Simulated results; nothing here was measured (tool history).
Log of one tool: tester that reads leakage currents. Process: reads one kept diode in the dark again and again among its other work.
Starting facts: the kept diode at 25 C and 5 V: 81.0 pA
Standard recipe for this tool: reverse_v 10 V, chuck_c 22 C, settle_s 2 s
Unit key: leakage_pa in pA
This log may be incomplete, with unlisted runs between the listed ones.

run      day  reverse_v  chuck_c  settle_s  leakage_pa
  1        0         10       22         2       92.25
  2    4.917       14.8       22         2      115.14
  3     11.7         10       30         2      170.61
      20.812  -- chuck's temperature calibrated
  4   20.821         10       22      0.51      104.44
  5   31.238         10       22      4.29        95.7
  6   41.958         10       22      4.29       91.77
  7   50.529         10       22         2       90.51
      55.758  -- chuck's temperature calibrated
  8   61.258         10       31         2      211.63
      67.996  -- tester calibrated
  9   69.471         10       22         2      102.86
 10   80.888       11.3       22         2      106.49
 11   88.538       11.3       22         2      104.48
      90.029  -- chuck's temperature calibrated
 12   99.083       11.3       22         2      118.46
      99.946  -- probe card cleaned and baked
 13      105       11.3       22         2      122.64
 14  113.817       11.3       22         2      120.16
 15  119.888       11.3       22         2      117.58
     124.371  -- chuck's temperature calibrated
 16  128.625       11.3       22         2      130.77
     129.942  -- probe card cleaned and baked, once more
 17  134.142         10       22         2       88.03
 18  144.725         10       22         2       83.78
 19  153.729         10       22         2        80.8
     158.788  -- chuck's temperature calibrated
 20  158.808         10       22         2       97.36
 21  166.158         10       22         2       95.11
 22  175.375       16.2       39      5.76      493.66
 23  180.346       16.2       39      5.76      478.02
 24  187.408       16.2       39      5.76      463.03
     193.433  -- chuck's temperature calibrated
 25  197.892       16.2       39      5.76      521.38
 26  203.921       16.2       48      1.94     1030.42
 27  209.579       16.2       48      1.94     1000.66
 28  219.725        3.5       48      4.23      402.73
     226.938  -- tester calibrated
 29  226.938        3.5       48      4.23      389.54
     228.617  -- chuck's temperature calibrated
 30  237.912        3.5       48      4.23      430.77
 31   244.75         10       23      1.86      107.03
 32  251.158        9.7       23      3.45       101.5
 33  259.679        9.7       23      3.45       98.32
     263.442  -- chuck's temperature calibrated
 34  267.867        2.6       22      0.98       47.72
 35  274.092        1.6       26      0.31       49.24
 36  281.017        1.4       22      0.32        31.7
 37  286.717        7.8       29      0.32      155.15
 38  294.208        5.4       31      1.02      135.79
     297.804  -- chuck's temperature calibrated
 39  300.738        5.4       31      1.02      155.91
     311.221  -- probe card cleaned and baked
 40  312.571        2.6       26      0.43       59.15

3 options for the next run, each taken on its own from the tool as it stands now. Forecast them:
  A  323.338        1.2       20      0.33           ?
  B  323.338         10       22         1           ?
  C  323.338        4.7       43      0.88           ?

run  leakage_pa
  A        21.7
  B       84.46
  C      322.35
What these runs would have given with no unlogged condition in the tool:
run  leakage_pa
  A       24.45
  B       94.17
  C      361.37

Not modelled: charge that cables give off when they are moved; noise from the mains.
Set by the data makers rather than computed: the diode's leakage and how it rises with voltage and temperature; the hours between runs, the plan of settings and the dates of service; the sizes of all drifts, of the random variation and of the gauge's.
